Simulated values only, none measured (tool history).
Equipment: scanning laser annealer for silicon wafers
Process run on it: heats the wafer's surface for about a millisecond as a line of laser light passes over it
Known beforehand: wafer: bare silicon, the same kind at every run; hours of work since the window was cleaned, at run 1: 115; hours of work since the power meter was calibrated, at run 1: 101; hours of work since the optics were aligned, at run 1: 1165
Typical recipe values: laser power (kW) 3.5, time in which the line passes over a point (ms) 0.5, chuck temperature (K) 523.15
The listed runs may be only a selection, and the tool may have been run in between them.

run,hour,laser power (kW),time in which the line passes over a point (ms),chuck temperature (K),hours of work since the window was cleaned,hours of work since the power meter was calibrated,hours of work since the optics were aligned,highest temperature of the surface (K)
1,0,3.5,0.5,523.15,115,101,1165,1360.15
2,5,3.5,0.5,523.15,118,104,1168,1361.15
3,10.1,3.5,0.5,523.15,121,107,1171,1361.15
4,15.8,3.5,0.5,523.15,125,111,1175,1361.15
5,22.5,3.438,0.5,523.15,129,115,1179,1341.15
6,31,3.5,0.5,523.15,134,120,1184,1360.15
7,40,3.763,0.5,523.15,140,125,1189,1427.15
8,45.6,3.763,0.5,523.15,143,129,1193,1426.15
9,55.8,3.763,0.5,523.15,149,135,1199,1426.15
10,65.4,3.763,0.5,523.15,155,141,1205,1430.15
11,70.5,3.763,0.5,523.15,158,144,1208,1426.15
12,76.8,3.763,0.5,523.15,162,147,1212,1429.15
13,82.3,3.763,0.5,523.15,165,151,1215,1431.15
14,90,3.5,0.5,554.15,170,155,1220,1392.15
15,97.8,3.5,0.5,523.15,174,160,1224,1360.15
16,103,3.716,0.5,523.15,178,163,1228,1417.15
17,107.1,3.821,0.411,554.15,180,166,1230,1394.15
18,112.9,3.5,0.504,523.15,184,169,1233,1365.15
19,118.3,3.371,0.409,523.15,187,173,1237,1255.15
20,125.7,3.371,0.409,523.15,191,177,1241,1258.15
21,130.6,3.371,0.409,523.15,194,180,1244,1252.15
22,137,2.986,0.493,490.15,198,184,1248,1191.15
23,143.5,2.986,0.542,490.15,202,188,1252,1220.15
24,149.6,2.986,0.542,490.15,206,191,1256,1219.15
25,156.7,3.397,0.542,538.15,210,196,1260,1379.15
26,164.8,3.751,0.467,506.15,215,201,1265,1381.15
27,170.8,3.751,0.467,506.15,219,204,1268,1380.15
28,176.7,3.758,0.413,560.15,222,208,1272,1389.15
29,183.5,3.758,0.413,560.15,226,212,1276,1386.15

Consider 4 possible next runs. They are alternatives, not a sequence: every one starts from the tool as it was left by run 29. What does each give?
A,189.7,3.662,0.413,560.15,230,216,1280,?
B,189.7,3.5,0.597,483.15,230,216,1280,?
C,189.7,3.028,0.482,503.15,230,216,1280,?
D,189.7,3.707,0.361,560.15,230,216,1280,?

run,highest temperature of the surface (K)
A,1365.15
B,1392.15
C,1206.15
D,1327.15
Stripped of hidden state, with their random variation kept, the same runs would have yielded:
run,highest temperature of the surface (K)
A,1367.15
B,1394.15
C,1208.15
D,1329.15

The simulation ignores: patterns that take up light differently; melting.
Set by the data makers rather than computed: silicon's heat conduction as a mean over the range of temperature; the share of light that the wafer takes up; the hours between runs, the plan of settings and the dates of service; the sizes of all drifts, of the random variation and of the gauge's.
